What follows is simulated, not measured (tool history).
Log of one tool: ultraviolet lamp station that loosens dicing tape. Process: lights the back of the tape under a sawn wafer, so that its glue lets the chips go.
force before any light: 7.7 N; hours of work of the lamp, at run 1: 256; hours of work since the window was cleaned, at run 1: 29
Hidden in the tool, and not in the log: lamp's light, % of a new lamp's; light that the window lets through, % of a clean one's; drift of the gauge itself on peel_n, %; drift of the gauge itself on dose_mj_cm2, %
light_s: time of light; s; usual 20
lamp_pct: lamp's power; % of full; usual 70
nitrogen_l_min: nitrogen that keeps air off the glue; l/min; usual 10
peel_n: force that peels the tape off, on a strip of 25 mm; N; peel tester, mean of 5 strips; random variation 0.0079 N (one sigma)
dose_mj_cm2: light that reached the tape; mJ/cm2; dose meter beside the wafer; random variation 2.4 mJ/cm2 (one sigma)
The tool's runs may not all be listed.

run	hour	light_s	lamp_pct	nitrogen_l_min	hours of work of the lamp	hours of work since the window was cleaned	peel_n	dose_mj_cm2
1	0.0	20	70	10	256	29	0.345	260
2	36.5	20	70	10	283	56	0.354	258
3	70.9	20	70	10	309	82	0.345	251
4	112.3	20	70	10	340	113	0.366	256
5	133.8	20	70	10	356	129	0.381	251
6	155.4	20	70	10	372	145	0.371	252
7	179.2	20	86	10	390	163	0.231	310
8	219.5	20	86	10	420	193	0.244	301
9	249.9	20	70	10	442	216	0.389	245
10	277.1	20	70	10	463	236	0.391	244
11	307.1	20	70	10	485	258	0.423	243
12	332.4	20	70	10	504	277	0.413	234
# hour 334.8: window cleaned of glue's vapour
13	355.3	20	70	10	521	15	0.450	230
14	398.9	20	70	10	553	48	0.459	233
# hour 425.3: window cleaned of glue's vapour, once more
15	433.9	20	88	10	579	6	0.214	316
16	458.6	20	70	10	597	25	0.373	251
17	497.5	35	70	10	626	54	0.110	432
18	526.3	35	70	10	648	75	0.120	428
19	561.3	11	70	10	674	101	1.407	133
20	587.3	20	70	10	693	121	0.404	238
21	615.2	20	70	10	714	142	0.405	237
22	637.2	38	70	10	731	158	0.104	454
23	667.7	22	66	8	753	181	0.451	247
24	701.0	22	66	8	778	206	0.469	243
25	740.2	25	70	11	807	235	0.247	282
26	774.1	20	62	13	833	260	0.520	206
27	796.8	16	77	5	850	277	0.966	204

Run 28 comes next. What will it give?
28	824.0	38	78	17	870	297	?	?

Run 28 gave peel_n 0.105 N, dose_mj_cm2 478 mJ/cm2.
Without the tool's hidden state the same run would have given peel_n 0.100 N, dose_mj_cm2 570 mJ/cm2.
